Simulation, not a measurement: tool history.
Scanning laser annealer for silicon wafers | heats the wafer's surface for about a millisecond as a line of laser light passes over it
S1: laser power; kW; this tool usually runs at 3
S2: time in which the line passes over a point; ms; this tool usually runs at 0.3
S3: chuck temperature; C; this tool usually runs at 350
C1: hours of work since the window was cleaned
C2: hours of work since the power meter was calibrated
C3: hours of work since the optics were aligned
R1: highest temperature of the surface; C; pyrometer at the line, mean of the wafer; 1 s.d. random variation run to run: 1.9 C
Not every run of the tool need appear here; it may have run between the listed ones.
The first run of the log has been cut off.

run,hour,S1,S2,S3,C1,C2,C3,R1
2,10.2,3,0.3,350,148,136,1305,1069
3,16.9,2.86,0.3,350,152,141,1310,1033
4,26.6,3.28,0.3,350,159,147,1317,1130
5,35.2,3,0.3,350,165,153,1323,1067
6,45.7,3,0.3,350,172,161,1330,1064
7,52.7,3,0.3,350,177,165,1335,1069
8,58.5,2.77,0.3,350,181,169,1339,1012
9,70.2,2.77,0.3,350,189,178,1347,1014
10,76.9,2.77,0.3,350,194,182,1352,1011
11,86.9,2.942,0.3,350,201,189,1358,1053
12,98.5,2.942,0.3,350,209,197,1366,1050
13,104.4,3.099,0.3,350,213,201,1371,1086
14,111.7,3.099,0.3,350,218,206,1376,1087
15,123.7,3,0.3,378,226,215,1384,1093
16,135.3,3,0.3,350,234,223,1392,1060
17,141.2,3,0.3,376,238,227,1396,1089
18,148.8,3,0.3,376,243,232,1401,1089
19,161.5,3,0.3,376,252,241,1410,1085
20,171.6,3,0.3,376,259,248,1417,1084
21,180.5,3,0.3,376,265,254,1423,1087

What will run 22 give?
22,191.5,3,0.268,376,273,261,1431,?

R1: 1050 C
With the hidden condition absent and the run-to-run variation left alone, this run would have shown R1 1085 C.
